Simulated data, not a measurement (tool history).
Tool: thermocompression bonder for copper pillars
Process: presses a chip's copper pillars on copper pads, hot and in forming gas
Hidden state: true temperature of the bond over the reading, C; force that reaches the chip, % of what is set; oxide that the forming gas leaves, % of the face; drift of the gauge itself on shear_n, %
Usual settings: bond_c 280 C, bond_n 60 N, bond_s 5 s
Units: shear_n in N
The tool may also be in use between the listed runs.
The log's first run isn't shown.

run   hour  bond_c  bond_n  bond_s  hours of work since the heater was calibrated  hours of work since the force cell was calibrated  hours of work since the gas filter was changed  shear_n
  2     11     255      60       5                                            165                                                 30                                               7     36.6
  3   22.3     255      60       5                                            170                                                 35                                              12     36.1
  4   34.3     255      60       5                                            176                                                 41                                              17       37
  5     45     280      60       5                                            181                                                 46                                              22     53.8
  6   56.9     280      60       5                                            186                                                 51                                              28     52.7
  7   69.6     280      60       5                                            192                                                 57                                              34     52.1
  8   84.7     280      60       5                                            199                                                 64                                              41     53.8
  9   91.8     280      60       5                                            202                                                 67                                              44     52.6
 10  106.3     304      60       5                                            209                                                 74                                              51     72.6
 11  121.6     304      60       5                                            216                                                 81                                              58     73.1
 12  129.2     280      60       5                                            219                                                 85                                              61     55.8
 13  142.2     289      60       5                                            226                                                 91                                              68     60.5
 14  151.2     280      60       4                                            230                                                 95                                              72     48.9
 15  164.5     280      60       5                                            236                                                101                                              78     54.8
 16  171.2     280      60       5                                            239                                                104                                              81       55
 17  184.2     285      39       9                                            245                                                110                                              87     58.5
 18  195.8     296      60       5                                            250                                                115                                              92     66.3
 19  209.3     296      60       5                                            257                                                122                                              99     64.9
 20  224.3     306      52       5                                            264                                                129                                             106       68
 21  236.5     275      38       5                                            269                                                134                                             111     37.5
 22  249.7     257      38       6                                            275                                                140                                             117     32.4

Run 23 comes next. What will it give?
 23  263.2     257      38       6                                            282                                                147                                             124        ?

shear_n: 31 N
Without the tool's hidden state the same run would have given shear_n 30.9 N.

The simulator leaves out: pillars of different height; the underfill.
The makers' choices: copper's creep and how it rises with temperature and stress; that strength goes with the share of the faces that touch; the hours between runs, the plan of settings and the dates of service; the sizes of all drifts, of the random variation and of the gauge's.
